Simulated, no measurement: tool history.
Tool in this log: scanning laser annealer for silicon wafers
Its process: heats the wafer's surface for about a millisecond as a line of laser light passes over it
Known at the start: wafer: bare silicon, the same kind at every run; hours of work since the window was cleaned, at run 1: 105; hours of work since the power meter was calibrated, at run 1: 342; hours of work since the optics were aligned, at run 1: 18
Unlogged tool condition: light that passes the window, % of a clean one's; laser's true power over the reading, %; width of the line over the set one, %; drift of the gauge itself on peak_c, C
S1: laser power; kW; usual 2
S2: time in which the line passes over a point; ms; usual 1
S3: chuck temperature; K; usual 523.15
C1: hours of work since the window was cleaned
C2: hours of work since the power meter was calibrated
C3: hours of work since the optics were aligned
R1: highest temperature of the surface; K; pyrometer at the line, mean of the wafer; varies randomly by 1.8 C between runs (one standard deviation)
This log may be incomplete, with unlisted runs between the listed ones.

run    day     S1    S2      S3   C1   C2   C3       R1
  1      0      2     1  523.15  105  342   18  1250.15
  2  0.575  2.072     1  523.15  114  350   26  1286.15
  3  1.058      2     1  515.15  121  358   34  1242.15
  4  1.508      2     1  547.15  128  365   41  1276.15
  5  2.046      2     1  499.15  136  373   49  1226.15
  6  2.508      2     1  499.15  144  380   56  1225.15
  7  3.004      2  0.95  523.15  151  388   64  1228.15
  8  3.571      2  0.95  523.15  160  396   72  1230.15
  9  3.938      2  0.75  523.15  165  402   78  1144.15
 10    4.5      2  0.75  523.15  174  410   87  1142.15
 11  4.833      2     1  553.15  179  415   92  1276.15
 12  5.383  2.159     1  527.15  188  424  100  1316.15
 13  5.975  1.797  0.96  495.15  197  433  109  1118.15
 14  6.375  1.797  0.96  495.15  203  439  115  1118.15
 15  6.933      2  1.19  523.15  211  448  124  1316.15
 16  7.192  2.001  1.09  487.15  215  452  128  1246.15
 17  7.525  2.001  1.09  487.15  220  457  133  1242.15
 18  8.029   1.97  1.11  523.15  228  464  141  1269.15
 19  8.654  1.906  0.77  523.15  238  474  150  1113.15
 20  8.988  1.906  0.77  523.15  243  479  155  1114.15
 21  9.362      2  1.07  529.15  249  485  161  1275.15
 22   9.85  1.945  0.77  518.15  256  492  168  1120.15

Forecast each of these 3 alternatives for the next run:
  A  10.288  1.945  1.08  518.15  263  499  175   ?
  B  10.288  2.076   0.8  518.15  263  499  175   ?
  C  10.288      2     1  487.15  263  499  175   ?

run       R1
  A  1240.15
  B  1182.15
  C  1205.15
Stripped of hidden state, with their random variation kept, the same runs would have yielded:
run       R1
  A  1264.15
  B  1204.15
  C  1228.15
